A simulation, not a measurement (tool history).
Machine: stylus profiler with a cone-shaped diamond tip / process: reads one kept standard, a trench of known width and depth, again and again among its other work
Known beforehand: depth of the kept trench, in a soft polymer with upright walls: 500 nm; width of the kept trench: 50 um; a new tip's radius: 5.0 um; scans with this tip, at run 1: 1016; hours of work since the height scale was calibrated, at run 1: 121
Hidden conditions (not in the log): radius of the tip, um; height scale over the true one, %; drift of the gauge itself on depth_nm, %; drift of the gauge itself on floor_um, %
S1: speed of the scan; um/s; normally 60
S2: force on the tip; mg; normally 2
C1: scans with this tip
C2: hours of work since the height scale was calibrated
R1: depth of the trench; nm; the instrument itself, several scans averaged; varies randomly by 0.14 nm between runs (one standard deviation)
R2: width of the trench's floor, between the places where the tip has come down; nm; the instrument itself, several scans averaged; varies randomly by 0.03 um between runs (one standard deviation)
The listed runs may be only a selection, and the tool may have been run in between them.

Run 1, hour 0: usual settings; C1 1016; C2 121. Result: R1 503.64 nm, R2 45250 nm.
Run 2, hour 8.1: usual settings but S2 1.2 mg; C1 1046; C2 125. Result: R1 502.45 nm, R2 45180 nm.
Run 3, hour 16.8: usual settings but S1 109 um/s; C1 1078; C2 128. Result: R1 503.71 nm, R2 45140 nm.
Run 4, hour 24.3: usual settings but S2 1.06 mg; C1 1106; C2 132. Result: R1 502.61 nm, R2 45140 nm.
Run 5, hour 34.5: usual settings but S1 86 um/s; C1 1144; C2 136. Result: R1 503.69 nm, R2 45140 nm.
Run 6, hour 44.8: usual settings but S2 5.98 mg; C1 1183; C2 141. Result: R1 507.28 nm, R2 45320 nm.
Run 7, hour 53.9: usual settings; C1 1216; C2 145. Result: R1 503.67 nm, R2 45250 nm.
Run 8, hour 63.6: usual settings; C1 1252; C2 149. Result: R1 503.51 nm, R2 45250 nm.
Run 9, hour 76.6: usual settings; C1 1301; C2 155. Result: R1 503.36 nm, R2 45210 nm.
Run 10, hour 83.3: usual settings; C1 1326; C2 158. Result: R1 503.68 nm, R2 45210 nm.
Run 11, hour 98.2: usual settings; C1 1381; C2 164. Result: R1 503.29 nm, R2 45170 nm.
Run 12, hour 111.3: usual settings but S1 57 um/s; C1 1430; C2 170. Result: R1 503.4 nm, R2 45250 nm.
Run 13, hour 120.8: usual settings but S1 57 um/s; C1 1465; C2 174. Result: R1 503.62 nm, R2 45260 nm.
Run 14, hour 127.6: usual settings but S1 57 um/s; C1 1490; C2 177. Result: R1 503.6 nm, R2 45170 nm.
Run 15, hour 136: usual settings but S1 18 um/s, S2 1.22 mg; C1 1521; C2 181. Result: R1 502.77 nm, R2 45310 nm.
Run 16, hour 147.3: usual settings but S1 49 um/s, S2 1.22 mg; C1 1563; C2 186. Result: R1 502.65 nm, R2 45170 nm.
Run 17, hour 154.7: usual settings but S1 49 um/s, S2 1.22 mg; C1 1591; C2 189. Result: R1 502.37 nm, R2 45170 nm.
Run 18, hour 163.4: usual settings but S1 49 um/s, S2 1.22 mg; C1 1623; C2 193. Result: R1 502.33 nm, R2 45190 nm.
Run 19, hour 176.4: usual settings but S1 49 um/s, S2 1.22 mg; C1 1672; C2 199. Result: R1 502.73 nm, R2 45130 nm.
Run 20, hour 187.7: usual settings but S1 167 um/s, S2 5.43 mg; C1 1713; C2 204. Result: R1 506.83 nm, R2 45010 nm.
Run 21, hour 200.1: usual settings but S1 79 um/s, S2 2.04 mg; C1 1759; C2 210. Result: R1 503.37 nm, R2 45050 nm.
Run 22, hour 214.6: usual settings but S1 62 um/s, S2 1.82 mg; C1 1814; C2 216. Result: R1 503.24 nm, R2 45170 nm.
Run 23, hour 228.8: usual settings but S1 62 um/s, S2 1.82 mg; C1 1866; C2 222. Result: R1 503.24 nm, R2 45150 nm.
Run 24, hour 241.7: usual settings but S1 160 um/s, S2 4.56 mg; C1 1914; C2 228. Result: R1 506.22 nm, R2 44960 nm.
Run 25, hour 252.8: usual settings but S1 114 um/s, S2 5 mg; C1 1956; C2 233. Result: R1 506.45 nm, R2 45120 nm.
Run 26, hour 259.7: usual settings but S1 17 um/s, S2 2.36 mg; C1 1981; C2 236. Result: R1 503.94 nm, R2 45250 nm.
Run 27, hour 275.9: usual settings but S1 73 um/s, S2 1.13 mg; C1 2041; C2 243. Result: R1 502.33 nm, R2 45070 nm.
Run 28, hour 285.5: usual settings but S1 73 um/s, S2 1.13 mg; C1 2077; C2 247. Result: R1 501.98 nm, R2 45010 nm.

Predict each of these 4 candidate next runs independently; none follows another, all start after run 28:
Run A, hour 295.4: usual settings but S1 46 um/s, S2 0.75 mg; C1 2114; C2 252. Result: R1 ?, R2 ?.
Run B, hour 295.4: usual settings but S1 73 um/s, S2 1.32 mg; C1 2114; C2 252. Result: R1 ?, R2 ?.
Run C, hour 295.4: usual settings but S2 1.2 mg; C1 2114; C2 252. Result: R1 ?, R2 ?.
Run D, hour 295.4: usual settings but S1 87 um/s, S2 3.18 mg; C1 2114; C2 252. Result: R1 ?, R2 ?.

run      R1     R2
  A   501.7  45070
  B  502.83  45000
  C  502.48  45060
  D  504.73  45040
With no hidden state in the tool, these same runs would have given:
run      R1     R2
  A  501.78  45410
  B  502.91  45340
  C  502.55  45400
  D  504.81  45380

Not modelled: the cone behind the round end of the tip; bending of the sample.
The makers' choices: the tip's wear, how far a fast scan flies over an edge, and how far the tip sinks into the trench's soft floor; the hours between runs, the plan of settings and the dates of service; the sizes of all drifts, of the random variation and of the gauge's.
